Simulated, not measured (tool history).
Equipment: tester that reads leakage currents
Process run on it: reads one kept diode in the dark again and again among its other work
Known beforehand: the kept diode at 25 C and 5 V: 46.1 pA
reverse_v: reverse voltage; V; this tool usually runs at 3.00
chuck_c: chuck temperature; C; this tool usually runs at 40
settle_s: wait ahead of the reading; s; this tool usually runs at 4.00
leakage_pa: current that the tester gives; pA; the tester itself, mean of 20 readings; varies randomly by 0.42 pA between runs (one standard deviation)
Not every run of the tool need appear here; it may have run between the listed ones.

| run | day | reverse_v | chuck_c | settle_s | leakage_pa |
|---|---|---|---|---|---|
| 1 | 0.000 | 3.00 | 40 | 4.00 | 153.43 |
| 2 | 3.750 | 3.00 | 40 | 4.00 | 155.03 |
| 3 | 7.125 | 3.00 | 40 | 4.00 | 155.34 |
| 4 | 8.896 | 3.00 | 40 | 4.00 | 155.75 |
| 5 | 12.342 | 3.00 | 38 | 4.00 | 132.71 |
| 6 | 15.021 | 4.64 | 40 | 4.00 | 192.08 |
| 7 | 18.738 | 4.12 | 40 | 4.00 | 183.68 |
| 8 | 21.988 | 4.12 | 40 | 4.00 | 185.52 |
| 9 | 25.479 | 3.00 | 40 | 4.00 | 159.17 |
| 10 | 28.254 | 3.00 | 40 | 4.00 | 149.87 |
| 11 | 31.058 | 3.00 | 33 | 4.00 | 85.34 |
| 12 | 33.288 | 3.00 | 40 | 4.00 | 151.34 |
| 13 | 35.100 | 3.00 | 40 | 4.00 | 151.43 |
| 14 | 37.433 | 3.00 | 40 | 4.00 | 151.44 |
| 15 | 41.033 | 3.00 | 40 | 4.00 | 152.56 |
| 16 | 42.804 | 3.00 | 40 | 4.00 | 154.55 |
| 17 | 44.983 | 3.00 | 40 | 4.00 | 154.51 |
| 18 | 49.038 | 3.00 | 40 | 4.00 | 156.14 |
| 19 | 50.946 | 1.41 | 40 | 4.00 | 108.37 |
| 20 | 54.004 | 1.41 | 40 | 4.00 | 108.97 |
| 21 | 56.412 | 1.41 | 40 | 4.00 | 109.43 |
| 22 | 58.988 | 4.06 | 28 | 0.31 | 78.47 |
| 23 | 61.725 | 4.06 | 28 | 0.31 | 79.35 |
| 24 | 63.442 | 3.00 | 30 | 4.00 | 74.67 |
| 25 | 65.642 | 8.36 | 54 | 1.01 | 721.44 |
| 26 | 69.104 | 1.04 | 48 | 0.46 | 176.82 |
| 27 | 71.092 | 3.00 | 40 | 6.14 | 148.39 |
| 28 | 74.496 | 3.00 | 40 | 6.14 | 149.55 |
| 29 | 77.304 | 3.00 | 40 | 6.14 | 149.61 |
| 30 | 80.354 | 2.54 | 58 | 0.82 | 583.69 |
| 31 | 83.038 | 3.00 | 24 | 2.05 | 38.51 |
| 32 | 86.375 | 3.00 | 24 | 2.05 | 38.80 |
| 33 | 89.242 | 3.14 | 30 | 2.06 | 67.30 |
| 34 | 91.358 | 3.57 | 26 | 1.29 | 51.33 |
| 35 | 94.146 | 3.00 | 51 | 4.00 | 370.26 |
| 36 | 97.996 | 3.18 | 26 | 0.51 | 50.22 |
| 37 | 101.900 | 2.13 | 40 | 1.30 | 132.83 |
| 38 | 105.604 | 3.00 | 21 | 0.70 | 33.76 |
| 39 | 107.708 | 3.00 | 32 | 1.24 | 81.17 |
| 40 | 109.621 | 3.00 | 32 | 1.24 | 81.77 |

Not shown here: 3 entries made in the log between runs. Locate each between two listed runs and compare the hidden state at the listed run before it with the hidden state at the listed run after it:
Run 9 -> run 10: chuck's temperature calibrated (day 25.900)
  stray current of the dirty probe card, pA a volt: 2.206 -> 2.312; true chuck temperature over the reading, C: 0.99 -> 0.19
  measured less the result without the state, leakage_pa: +19.22 -> +9.60 pA
Run 15 -> run 16: probe card cleaned and baked (day 41.504)
  stray current of the dirty probe card, pA a volt: 2.86 -> 3.561; true chuck temperature over the reading, C: 0.29 -> 0.31
  measured less the result without the state, leakage_pa: +12.53 -> +14.77 pA
Run 24 -> run 25: probe card cleaned and baked, once more (day 65.062)
  stray current of the dirty probe card, pA a volt: 4.372 -> 0.05; current scale over the true one, %: 0.37 -> 0.38; true chuck temperature over the reading, C: 0.48 -> 0.49
  measured less the result without the state, leakage_pa: +15.94 -> +29.82 pA

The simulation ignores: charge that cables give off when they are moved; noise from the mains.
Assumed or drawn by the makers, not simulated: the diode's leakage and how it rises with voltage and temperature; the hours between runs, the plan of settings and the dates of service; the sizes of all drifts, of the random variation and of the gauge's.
